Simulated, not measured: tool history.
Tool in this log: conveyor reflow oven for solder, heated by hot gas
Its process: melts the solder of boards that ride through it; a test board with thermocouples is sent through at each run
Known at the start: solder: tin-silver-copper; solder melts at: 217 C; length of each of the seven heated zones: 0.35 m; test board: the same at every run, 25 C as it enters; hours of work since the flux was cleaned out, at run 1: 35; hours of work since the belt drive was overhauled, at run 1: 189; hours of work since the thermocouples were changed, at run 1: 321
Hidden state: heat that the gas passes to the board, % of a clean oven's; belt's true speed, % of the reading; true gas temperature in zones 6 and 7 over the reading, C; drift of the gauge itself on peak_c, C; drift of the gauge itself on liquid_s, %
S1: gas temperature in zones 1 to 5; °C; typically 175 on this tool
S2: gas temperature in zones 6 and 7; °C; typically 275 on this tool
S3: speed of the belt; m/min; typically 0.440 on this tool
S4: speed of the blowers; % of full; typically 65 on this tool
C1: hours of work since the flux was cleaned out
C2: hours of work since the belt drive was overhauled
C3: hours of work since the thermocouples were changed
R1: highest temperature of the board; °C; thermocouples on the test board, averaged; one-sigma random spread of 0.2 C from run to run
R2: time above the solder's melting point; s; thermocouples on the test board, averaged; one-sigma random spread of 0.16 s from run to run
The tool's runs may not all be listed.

run	hour	S1	S2	S3	S4	C1	C2	C3	R1	R2
1	0.0	175	275	0.440	65	35	189	321	259.7	77.7
2	14.9	175	275	0.440	65	47	200	332	259.6	77.6
3	23.5	175	275	0.440	65	54	207	339	259.2	77.7
4	41.6	175	265	0.440	65	68	221	353	250.5	70.8
5	51.3	175	275	0.403	65	76	229	361	261.7	87.5
6	71.6	175	275	0.403	65	92	245	377	261.7	87.4
7	89.4	175	275	0.403	65	106	259	391	261.9	87.6
8	102.9	175	275	0.403	65	116	270	402	262.2	87.2
9	118.9	175	275	0.403	65	129	283	415	261.8	87.6
10	133.9	175	275	0.403	65	141	294	426	261.7	87.6
11	150.5	175	275	0.403	65	154	308	440	261.8	87.6
12	167.5	163	267	0.416	65	167	321	453	252.0	71.4
13	177.1	175	275	0.365	89	175	329	461	267.8	102.1
14	192.5	178	287	0.463	54	187	341	473	265.6	77.9
15	209.4	178	287	0.463	54	201	354	486	265.3	78.6
16	218.6	178	287	0.463	54	208	361	493	265.7	78.2
17	231.8	178	287	0.463	54	218	372	504	265.6	78.1
18	250.9	168	287	0.463	54	233	387	519	263.1	72.8
19	270.2	168	287	0.463	54	249	402	534	263.2	72.6
20	289.7	183	275	0.440	56	264	418	550	258.2	80.5
21	304.2	183	275	0.440	56	275	429	561	258.8	80.1
# hour 313.6: thermocouples of zones 6 and 7 changed
22	322.0	179	277	0.483	56	288	441	7	255.7	69.0

Predict each of these 3 candidate next runs independently; none follows another, all start after run 22:
A	332.0	179	281	0.483	56	296	449	15	?	?
B	332.0	175	275	0.350	65	296	449	15	?	?
C	332.0	179	277	0.483	74	296	449	15	?	?

run	R1	R2
A	259.8	71.5
B	265.8	104.5
C	260.3	72.9
The same runs, with their run-to-run variation unchanged, on a tool lacking any hidden condition would have given:
run	R1	R2
A	259.8	71.5
B	265.8	104.5
C	260.3	72.9
